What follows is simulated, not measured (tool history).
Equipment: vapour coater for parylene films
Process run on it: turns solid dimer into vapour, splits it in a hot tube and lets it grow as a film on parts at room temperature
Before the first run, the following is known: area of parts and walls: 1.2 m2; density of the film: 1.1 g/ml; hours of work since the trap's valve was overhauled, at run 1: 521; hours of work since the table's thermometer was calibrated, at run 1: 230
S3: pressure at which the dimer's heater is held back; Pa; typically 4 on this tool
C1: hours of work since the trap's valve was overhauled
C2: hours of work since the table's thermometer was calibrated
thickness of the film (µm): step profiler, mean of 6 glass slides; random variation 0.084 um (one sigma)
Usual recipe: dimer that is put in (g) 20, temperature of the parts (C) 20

{"run": 1, "hour": 0.0, "dimer that is put in (g)": 20, "temperature of the parts (C)": 20, "S3": 4, "C1": 521, "C2": 230, "thickness of the film (µm)": 8.97}
{"run": 2, "hour": 11.3, "dimer that is put in (g)": 20, "temperature of the parts (C)": 20, "S3": 4, "C1": 526, "C2": 235, "thickness of the film (µm)": 8.82}
{"hour": 23.8, "done": "trap's valve overhauled"}
{"run": 3, "hour": 30.3, "dimer that is put in (g)": 20, "temperature of the parts (C)": 14, "S3": 4, "C1": 3, "C2": 241, "thickness of the film (µm)": 11.55}
{"run": 4, "hour": 40.2, "dimer that is put in (g)": 20, "temperature of the parts (C)": 26, "S3": 4, "C1": 7, "C2": 245, "thickness of the film (µm)": 8.97}
{"run": 5, "hour": 52.8, "dimer that is put in (g)": 20, "temperature of the parts (C)": 26, "S3": 4, "C1": 13, "C2": 251, "thickness of the film (µm)": 9.05}
{"run": 6, "hour": 65.9, "dimer that is put in (g)": 34, "temperature of the parts (C)": 26, "S3": 4, "C1": 18, "C2": 257, "thickness of the film (µm)": 15.23}
{"run": 7, "hour": 79.8, "dimer that is put in (g)": 34, "temperature of the parts (C)": 26, "S3": 4, "C1": 25, "C2": 263, "thickness of the film (µm)": 15.44}
{"run": 8, "hour": 91.9, "dimer that is put in (g)": 34, "temperature of the parts (C)": 26, "S3": 4, "C1": 30, "C2": 268, "thickness of the film (µm)": 15.4}
{"run": 9, "hour": 106.8, "dimer that is put in (g)": 34, "temperature of the parts (C)": 26, "S3": 4, "C1": 36, "C2": 275, "thickness of the film (µm)": 15.09}
{"run": 10, "hour": 119.8, "dimer that is put in (g)": 34, "temperature of the parts (C)": 26, "S3": 4, "C1": 42, "C2": 280, "thickness of the film (µm)": 15.12}
{"run": 11, "hour": 128.7, "dimer that is put in (g)": 15, "temperature of the parts (C)": 30, "S3": 4.94, "C1": 46, "C2": 284, "thickness of the film (µm)": 6}
{"run": 12, "hour": 137.3, "dimer that is put in (g)": 20, "temperature of the parts (C)": 27, "S3": 4, "C1": 50, "C2": 288, "thickness of the film (µm)": 8.83}
{"run": 13, "hour": 146.2, "dimer that is put in (g)": 20, "temperature of the parts (C)": 19, "S3": 4, "C1": 54, "C2": 292, "thickness of the film (µm)": 10.22}
{"run": 14, "hour": 159.3, "dimer that is put in (g)": 16, "temperature of the parts (C)": 17, "S3": 4.12, "C1": 59, "C2": 298, "thickness of the film (µm)": 8.46}
{"run": 15, "hour": 172.1, "dimer that is put in (g)": 26, "temperature of the parts (C)": 17, "S3": 4.9, "C1": 65, "C2": 303, "thickness of the film (µm)": 13.48}
{"run": 16, "hour": 183.0, "dimer that is put in (g)": 26, "temperature of the parts (C)": 17, "S3": 4.9, "C1": 70, "C2": 308, "thickness of the film (µm)": 13.69}
{"run": 17, "hour": 195.5, "dimer that is put in (g)": 26, "temperature of the parts (C)": 17, "S3": 4.9, "C1": 75, "C2": 314, "thickness of the film (µm)": 13.6}
{"run": 18, "hour": 206.9, "dimer that is put in (g)": 26, "temperature of the parts (C)": 17, "S3": 4.21, "C1": 80, "C2": 319, "thickness of the film (µm)": 13.65}
{"run": 19, "hour": 216.8, "dimer that is put in (g)": 9, "temperature of the parts (C)": 30, "S3": 9.34, "C1": 85, "C2": 323, "thickness of the film (µm)": 3.21}
{"run": 20, "hour": 223.1, "dimer that is put in (g)": 24, "temperature of the parts (C)": 20, "S3": 4, "C1": 87, "C2": 326, "thickness of the film (µm)": 12.06}

Forecast each of these 4 alternatives for the next run:
{"run": "A", "hour": 234.3, "dimer that is put in (g)": 20, "temperature of the parts (C)": 24, "S3": 4.56, "C1": 92, "C2": 331, "thickness of the film (µm)": "?"}
{"run": "B", "hour": 234.3, "dimer that is put in (g)": 20, "temperature of the parts (C)": 15, "S3": 7.44, "C1": 92, "C2": 331, "thickness of the film (µm)": "?"}
{"run": "C", "hour": 234.3, "dimer that is put in (g)": 10, "temperature of the parts (C)": 20, "S3": 5.19, "C1": 92, "C2": 331, "thickness of the film (µm)": "?"}
{"run": "D", "hour": 234.3, "dimer that is put in (g)": 35, "temperature of the parts (C)": 23, "S3": 4, "C1": 92, "C2": 331, "thickness of the film (µm)": "?"}

run=A thickness_of_the_film_(µm)=8.91
run=B thickness_of_the_film_(µm)=10.05
run=C thickness_of_the_film_(µm)=4.83
run=D thickness_of_the_film_(µm)=16.42
Without the tool's unlogged condition, the same runs would have read:
run=A thickness_of_the_film_(µm)=9.14
run=B thickness_of_the_film_(µm)=10.31
run=C thickness_of_the_film_(µm)=4.96
run=D thickness_of_the_film_(µm)=16.84

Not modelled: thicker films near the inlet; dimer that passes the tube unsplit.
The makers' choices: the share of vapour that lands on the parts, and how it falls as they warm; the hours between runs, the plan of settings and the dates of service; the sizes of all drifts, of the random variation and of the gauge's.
